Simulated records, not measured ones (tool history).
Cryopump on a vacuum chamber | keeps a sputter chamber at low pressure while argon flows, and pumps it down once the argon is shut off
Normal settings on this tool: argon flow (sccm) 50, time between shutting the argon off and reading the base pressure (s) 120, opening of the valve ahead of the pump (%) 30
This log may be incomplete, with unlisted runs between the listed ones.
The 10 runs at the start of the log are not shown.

| run | day | argon flow (sccm) | time between shutting the argon off and reading the base pressure (s) | opening of the valve ahead of the pump (%) | hours of work since the pump was warmed up and emptied | hours of work since the cold head was overhauled | hours of work since the chamber's fittings were tightened | pressure while argon flows (Pa) | pressure after the wait (uPa) |
|---|---|---|---|---|---|---|---|---|---|
| 11 | 9.692 | 50 | 207 | 30 | 538 | 538 | 1268 | 0.2324 | 1.55 |
|  | 11.112 | pump warmed up, emptied and cooled again |
| 12 | 11.167 | 50 | 207 | 30 | 1 | 551 | 1280 | 0.2051 | 1.18 |
| 13 | 12.500 | 50 | 120 | 30 | 14 | 564 | 1294 | 0.2066 | 1.34 |
| 14 | 13.717 | 50 | 120 | 30 | 26 | 576 | 1306 | 0.2067 | 1.28 |
| 15 | 14.492 | 50 | 243 | 30 | 34 | 584 | 1314 | 0.2091 | 1.17 |
| 16 | 15.800 | 50 | 243 | 30 | 47 | 597 | 1327 | 0.2085 | 1.17 |
| 17 | 16.475 | 50 | 243 | 30 | 54 | 604 | 1334 | 0.2084 | 1.18 |
| 18 | 17.383 | 54 | 25 | 18 | 63 | 613 | 1343 | 0.3733 | 2.47 |
| 19 | 18.879 | 39 | 27 | 30 | 78 | 628 | 1358 | 0.1617 | 2.33 |
| 20 | 20.108 | 50 | 74 | 27 | 90 | 640 | 1370 | 0.2329 | 1.58 |
| 21 | 20.775 | 50 | 69 | 51 | 97 | 647 | 1377 | 0.1244 | 1.61 |
| 22 | 21.575 | 41 | 120 | 18 | 105 | 655 | 1385 | 0.2828 | 1.44 |
| 23 | 22.429 | 75 | 38 | 47 | 113 | 663 | 1393 | 0.2036 | 2.03 |

What will run 24 give?
| 24 | 23.554 | 75 | 38 | 47 | 124 | 675 | 1404 | ? | ? |

{"run 24": {"pressure while argon flows (Pa)": 0.2037, "pressure after the wait (uPa)": 1.96}}
Minus the tool's unlogged condition, the same run would have read pressure while argon flows (Pa) 0.1963, pressure after the wait (uPa) 1.05.
